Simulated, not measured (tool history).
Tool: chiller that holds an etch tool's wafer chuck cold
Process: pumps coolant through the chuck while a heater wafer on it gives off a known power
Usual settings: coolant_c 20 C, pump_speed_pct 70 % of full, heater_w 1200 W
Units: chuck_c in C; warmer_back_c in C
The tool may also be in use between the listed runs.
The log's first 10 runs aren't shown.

| run | day | coolant_c | pump_speed_pct | heater_w | chuck_c | warmer_back_c |
|---|---|---|---|---|---|---|
| 11 | 23.508 | 20 | 70 | 1200 | 33.5 | 4.88 |
| 12 | 25.442 | 20 | 70 | 1200 | 33.6 | 4.86 |
| 13 | 27.208 | 20 | 70 | 1200 | 33.4 | 4.88 |
| 14 | 29.721 | 20 | 70 | 1200 | 33.6 | 4.87 |
| 15 | 31.908 | 20 | 70 | 923 | 30.4 | 3.76 |
| 16 | 33.829 | 20 | 70 | 923 | 30.4 | 3.8 |
| 17 | 36.196 | 20 | 70 | 1342 | 35.4 | 5.52 |
| 18 | 39.208 | 20 | 70 | 1342 | 35.3 | 5.52 |
| 19 | 42.067 | 13 | 65 | 1200 | 27.6 | 5.33 |
| 20 | 44.042 | 29 | 61 | 978 | 41.7 | 4.59 |
|  | 44.242 | chiller's thermometer calibrated |
| 21 | 46.625 | 14 | 64 | 978 | 26.1 | 4.41 |
| 22 | 48.2 | 14 | 64 | 978 | 25.9 | 4.39 |
| 23 | 50.208 | 15 | 74 | 1786 | 34.5 | 7.01 |
| 24 | 51.933 | 14 | 74 | 1786 | 33.3 | 6.96 |
| 25 | 54.025 | 14 | 74 | 1786 | 33.5 | 7.02 |
| 26 | 55.875 | 14 | 95 | 613 | 19.4 | 1.84 |
|  | 56.133 | chiller's thermometer calibrated, once more |
| 27 | 57.179 | 14 | 95 | 613 | 19.3 | 1.87 |
| 28 | 59.446 | 14 | 95 | 613 | 19.5 | 1.85 |
| 29 | 61.183 | 25 | 72 | 679 | 32.5 | 2.79 |
| 30 | 63.142 | 25 | 72 | 679 | 32.7 | 2.72 |
| 31 | 65.475 | 17 | 70 | 1243 | 31.2 | 5.13 |
| 32 | 67.238 | 17 | 70 | 1243 | 31.7 | 5.18 |

3 ways to go on from here, each from the tool as it stands after run 32. What would each give?
| A | 68.908 | 12 | 95 | 911 | ? | ? |
| B | 68.908 | 26 | 70 | 1200 | ? | ? |
| C | 68.908 | 11 | 99 | 863 | ? | ? |

| run | chuck_c | warmer_back_c |
|---|---|---|
| A | 20.1 | 2.8 |
| B | 39.9 | 4.98 |
| C | 18.4 | 2.47 |
Without the tool's hidden state the same runs would have given:
| run | chuck_c | warmer_back_c |
|---|---|---|
| A | 19.1 | 2.52 |
| B | 38.1 | 4.5 |
| C | 17.4 | 2.22 |
